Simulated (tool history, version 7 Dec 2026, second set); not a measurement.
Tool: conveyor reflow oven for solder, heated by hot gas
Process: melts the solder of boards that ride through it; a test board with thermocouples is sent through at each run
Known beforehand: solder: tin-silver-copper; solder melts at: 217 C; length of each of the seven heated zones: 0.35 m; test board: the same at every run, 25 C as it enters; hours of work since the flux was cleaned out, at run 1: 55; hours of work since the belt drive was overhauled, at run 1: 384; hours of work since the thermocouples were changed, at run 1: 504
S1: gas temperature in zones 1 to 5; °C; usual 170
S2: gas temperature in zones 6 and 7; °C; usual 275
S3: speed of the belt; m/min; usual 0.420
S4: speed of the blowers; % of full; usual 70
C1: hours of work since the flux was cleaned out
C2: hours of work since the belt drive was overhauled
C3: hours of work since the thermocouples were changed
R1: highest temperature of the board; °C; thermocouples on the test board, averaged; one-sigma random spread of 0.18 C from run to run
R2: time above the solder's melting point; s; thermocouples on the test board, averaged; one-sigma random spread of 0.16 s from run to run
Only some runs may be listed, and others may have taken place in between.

Run 1, hour 0.0: usual settings; C1 55; C2 384; C3 504. Result: R1 259.4 °C, R2 80.8 s.
Run 2, hour 10.1: usual settings but S1 176 °C; C1 63; C2 392; C3 511. Result: R1 260.3 °C, R2 84.4 s.
Run 3, hour 28.9: usual settings but S1 176 °C, S3 0.387 m/min; C1 76; C2 405; C3 525. Result: R1 262.6 °C, R2 93.7 s.
Run 4, hour 41.6: usual settings but S1 181 °C, S3 0.387 m/min; C1 86; C2 415; C3 534. Result: R1 263.0 °C, R2 96.4 s.
Run 5, hour 55.1: usual settings; C1 95; C2 424; C3 544. Result: R1 259.5 °C, R2 80.6 s.
Run 6, hour 73.8: usual settings; C1 109; C2 438; C3 558. Result: R1 259.4 °C, R2 80.2 s.
Run 7, hour 85.5: usual settings but S2 269 °C; C1 118; C2 447; C3 566. Result: R1 254.0 °C, R2 75.7 s.
Run 8, hour 99.6: usual settings but S2 269 °C; C1 128; C2 457; C3 577. Result: R1 253.6 °C, R2 75.8 s.
Run 9, hour 111.6: usual settings but S2 269 °C; C1 137; C2 466; C3 585. Result: R1 253.8 °C, R2 76.0 s.
Run 10, hour 129.6: usual settings but S2 269 °C; C1 150; C2 479; C3 599. Result: R1 253.5 °C, R2 75.6 s.
Run 11, hour 152.0: usual settings but S2 269 °C; C1 166; C2 495; C3 615. Result: R1 253.2 °C, R2 75.7 s.
Run 12, hour 168.4: usual settings but S4 65 % of full; C1 178; C2 507; C3 627. Result: R1 257.0 °C, R2 78.3 s.
Run 13, hour 187.6: usual settings but S4 65 % of full; C1 192; C2 521; C3 641. Result: R1 256.9 °C, R2 78.3 s.
Run 14, hour 211.4: usual settings but S3 0.360 m/min, S4 74 % of full; C1 209; C2 538; C3 658. Result: R1 263.6 °C, R2 99.4 s.
Run 15, hour 235.7: usual settings but S3 0.489 m/min, S4 74 % of full; C1 227; C2 556; C3 676. Result: R1 253.8 °C, R2 63.9 s.

For run 16, what comes out?
Run 16, hour 246.9: usual settings but S3 0.489 m/min, S4 74 % of full; C1 235; C2 564; C3 684. Result: R1 ?, R2 ?.

{"run 16": {"R1": 253.9, "R2": 63.9}}
With the hidden condition absent and the run-to-run variation left alone, this run would have shown R1 256.6 °C, R2 65.5 s.
